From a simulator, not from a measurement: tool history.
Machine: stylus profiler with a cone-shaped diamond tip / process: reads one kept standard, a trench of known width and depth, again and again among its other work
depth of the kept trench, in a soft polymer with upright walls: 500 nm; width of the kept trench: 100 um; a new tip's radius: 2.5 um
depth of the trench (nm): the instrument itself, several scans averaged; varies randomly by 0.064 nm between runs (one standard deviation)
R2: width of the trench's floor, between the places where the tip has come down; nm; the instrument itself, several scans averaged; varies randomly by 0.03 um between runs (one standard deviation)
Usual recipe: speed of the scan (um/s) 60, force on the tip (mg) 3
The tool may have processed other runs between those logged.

Run 1, hour 0: usual settings. Result: depth of the trench (nm) 504.05, R2 95950 nm.
Run 2, hour 50.7: usual settings. Result: depth of the trench (nm) 503.93, R2 95930 nm.
Run 3, hour 81: usual settings. Result: depth of the trench (nm) 504.09, R2 95890 nm.
Run 4, hour 131.1: usual settings. Result: depth of the trench (nm) 504.04, R2 95930 nm.
Run 5, hour 171.8: usual settings. Result: depth of the trench (nm) 504.07, R2 95900 nm.
Run 6, hour 199.8: usual settings but speed of the scan (um/s) 52. Result: depth of the trench (nm) 504.13, R2 95860 nm.
Run 7, hour 239.1: usual settings but speed of the scan (um/s) 52. Result: depth of the trench (nm) 504.06, R2 95870 nm.
Run 8, hour 265: usual settings but speed of the scan (um/s) 27. Result: depth of the trench (nm) 504.24, R2 95900 nm.
Run 9, hour 286.5: usual settings but speed of the scan (um/s) 27. Result: depth of the trench (nm) 504.25, R2 95860 nm.
Run 10, hour 327.6: usual settings but speed of the scan (um/s) 27. Result: depth of the trench (nm) 504.31, R2 95910 nm.
Run 11, hour 360.7: usual settings but speed of the scan (um/s) 27. Result: depth of the trench (nm) 504.19, R2 95820 nm.
Run 12, hour 383.4: usual settings but speed of the scan (um/s) 27. Result: depth of the trench (nm) 504.44, R2 95860 nm.
Run 13, hour 412.2: usual settings but speed of the scan (um/s) 41. Result: depth of the trench (nm) 504.18, R2 95850 nm.
Run 14, hour 453.8: usual settings but speed of the scan (um/s) 41. Result: depth of the trench (nm) 504.38, R2 95830 nm.
Run 15, hour 486.6: usual settings but speed of the scan (um/s) 41. Result: depth of the trench (nm) 504.23, R2 95760 nm.
Run 16, hour 511.6: usual settings but speed of the scan (um/s) 41. Result: depth of the trench (nm) 504.31, R2 95840 nm.
Run 17, hour 543.4: usual settings but speed of the scan (um/s) 193. Result: depth of the trench (nm) 504.31, R2 95510 nm.
Run 18, hour 578.9: usual settings but speed of the scan (um/s) 85, force on the tip (mg) 1.58. Result: depth of the trench (nm) 503.12, R2 95610 nm.
Run 19, hour 622.1: usual settings but speed of the scan (um/s) 66, force on the tip (mg) 1.58. Result: depth of the trench (nm) 503.16, R2 95670 nm.
At hour 648.7: height scale calibrated on a step standard.
Run 20, hour 648.7: usual settings but speed of the scan (um/s) 77, force on the tip (mg) 5.04. Result: depth of the trench (nm) 504.95, R2 95730 nm.
Run 21, hour 693.3: usual settings but speed of the scan (um/s) 75. Result: depth of the trench (nm) 503.5, R2 95740 nm.
Run 22, hour 721.2: usual settings but force on the tip (mg) 6.05. Result: depth of the trench (nm) 505.56, R2 95690 nm.
Run 23, hour 766.2: usual settings but speed of the scan (um/s) 19, force on the tip (mg) 1.22. Result: depth of the trench (nm) 501.95, R2 95740 nm.
Run 24, hour 805.1: usual settings but speed of the scan (um/s) 125, force on the tip (mg) 5.08. Result: depth of the trench (nm) 504.98, R2 95630 nm.
Run 25, hour 844.5: usual settings but speed of the scan (um/s) 125, force on the tip (mg) 5.08. Result: depth of the trench (nm) 505.02, R2 95620 nm.
Run 26, hour 876.6: usual settings but speed of the scan (um/s) 125, force on the tip (mg) 5.08. Result: depth of the trench (nm) 505.07, R2 95510 nm.
Run 27, hour 926.4: usual settings but speed of the scan (um/s) 78, force on the tip (mg) 1.71. Result: depth of the trench (nm) 502.61, R2 95500 nm.
Run 28, hour 976.1: usual settings but speed of the scan (um/s) 26, force on the tip (mg) 6.78. Result: depth of the trench (nm) 506.13, R2 95670 nm.
Run 29, hour 1003.7: usual settings but speed of the scan (um/s) 219, force on the tip (mg) 1.25. Result: depth of the trench (nm) 502.07, R2 95110 nm.
Run 30, hour 1048.4: usual settings but speed of the scan (um/s) 219, force on the tip (mg) 1.25. Result: depth of the trench (nm) 502.26, R2 95100 nm.

Forecast each of these 5 alternatives for the next run:
Run A, hour 1073.7: usual settings but speed of the scan (um/s) 25, force on the tip (mg) 8.56. Result: depth of the trench (nm) ?, R2 ?.
Run B, hour 1073.7: usual settings but speed of the scan (um/s) 81, force on the tip (mg) 5.18. Result: depth of the trench (nm) ?, R2 ?.
Run C, hour 1073.7: usual settings but speed of the scan (um/s) 21. Result: depth of the trench (nm) ?, R2 ?.
Run D, hour 1073.7: usual settings but speed of the scan (um/s) 227, force on the tip (mg) 1.11. Result: depth of the trench (nm) ?, R2 ?.
Run E, hour 1073.7: usual settings but speed of the scan (um/s) 216. Result: depth of the trench (nm) ?, R2 ?.

run  depth of the trench (nm)     R2
  A                     507.4  95630
  B                    505.28  95530
  C                    503.69  95630
  D                    502.14  95050
  E                    503.75  95270
Stripped of hidden state, with their random variation kept, the same runs would have yielded:
run  depth of the trench (nm)     R2
  A                    507.19  96980
  B                    505.07  96890
  C                    503.48  96990
  D                    501.93  96410
  E                    503.54  96620

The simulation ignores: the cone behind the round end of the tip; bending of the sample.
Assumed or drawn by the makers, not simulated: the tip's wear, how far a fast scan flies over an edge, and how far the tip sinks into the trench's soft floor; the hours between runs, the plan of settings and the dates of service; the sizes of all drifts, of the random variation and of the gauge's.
